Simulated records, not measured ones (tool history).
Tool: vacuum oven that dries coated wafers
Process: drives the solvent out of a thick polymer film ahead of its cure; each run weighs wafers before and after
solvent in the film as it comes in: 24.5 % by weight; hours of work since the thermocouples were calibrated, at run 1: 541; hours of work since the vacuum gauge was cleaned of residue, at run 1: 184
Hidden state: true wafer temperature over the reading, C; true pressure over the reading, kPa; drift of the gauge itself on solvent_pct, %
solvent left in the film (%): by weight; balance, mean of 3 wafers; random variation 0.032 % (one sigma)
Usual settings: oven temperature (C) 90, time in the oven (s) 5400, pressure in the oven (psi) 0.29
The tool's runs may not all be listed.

run,hour,oven temperature (C),time in the oven (s),pressure in the oven (psi),hours of work since the thermocouples were calibrated,hours of work since the vacuum gauge was cleaned of residue,solvent left in the film (%)
1,0,90,5400,0.29,541,184,2.58
2,14.8,90,5400,0.29,552,195,2.65
3,24,90,5400,0.431,560,203,3.47
4,31.7,90,5400,0.29,565,209,2.61
5,39.2,90,5400,0.29,571,214,2.63
6,53.8,90,5400,0.29,583,226,2.63
7,66.9,90,4620,0.29,593,236,3.05
8,78.3,90,5400,0.225,601,245,2.27
9,85.9,90,5220,0.225,607,250,2.32
10,99.5,90,5220,0.225,618,261,2.31
11,106.2,90,5400,0.29,623,266,2.63
12,117.5,90,5400,0.29,632,275,2.66
13,128.2,90,5400,0.29,640,283,2.63
14,142.7,90,5400,0.29,651,294,2.63
15,154.8,90,5400,0.45,660,304,3.6
16,168.8,90,5400,0.45,671,314,3.61
17,178.4,90,5400,0.45,679,322,3.61
18,190.4,90,5400,0.45,688,331,3.62
19,203.8,90,5400,0.45,698,341,3.59
20,214.7,90,5400,0.216,707,350,2.29
21,229.7,90,5400,0.216,718,361,2.21
22,242.6,90,5400,0.938,728,371,6.64
23,253,90,6840,0.938,736,379,6.3
# hour 255.7: vacuum gauge cleaned of residue and calibrated
24,261.4,93,5400,0.29,742,4,2.16
25,271.2,93,5400,0.29,749,12,2.16
26,281.2,76,5400,0.503,757,20,9.93
27,295.3,76,5400,0.503,768,31,9.95
28,308.7,76,5400,0.503,778,41,9.92
29,324.1,76,3240,0.206,790,53,10.79
# hour 330.3: vacuum gauge cleaned of residue and calibrated, once more
30,332.5,91,5340,0.206,795,2,1.96
31,345,101,6660,0.245,805,11,1.08
32,357.3,101,4860,0.247,814,21,1.06
33,364.3,90,3060,0.496,820,26,6.11
34,379.4,90,3060,0.496,831,38,6.08
35,387.9,90,3060,0.496,838,44,6.08
# hour 394: oven's thermocouples calibrated
36,398.9,101,3120,0.434,4,51,2.23
37,414.4,101,3120,0.434,16,63,2.2
38,421.2,99,3360,0.29,21,69,1.79
39,437.1,95,3300,0.737,33,81,4.84
40,447.4,95,3300,0.737,41,89,4.8
41,457.4,90,5400,0.194,49,96,1.89
42,465.2,86,3000,0.29,55,103,6.45
43,473.7,81,8400,0.17,61,109,2.51
44,487.5,81,8400,0.17,72,120,2.51
45,496.6,81,8400,0.17,79,127,2.46
46,504.9,88,4200,1.041,86,133,8.49
47,519.4,94,4200,0.154,97,144,1.54

4 ways to go on from here, each from the tool as it stands after run 47. What would each give?
A,530.6,77,4200,0.202,105,153,?
B,530.6,82,7200,0.157,105,153,?
C,530.6,94,8400,0.154,105,153,?
D,530.6,94,4200,1.062,105,153,?

run,solvent left in the film (%)
A,8.09
B,2.72
C,0.82
D,6.23
Without the tool's hidden state the same runs would have given:
run,solvent left in the film (%)
A,8.12
B,2.74
C,0.82
D,6.25
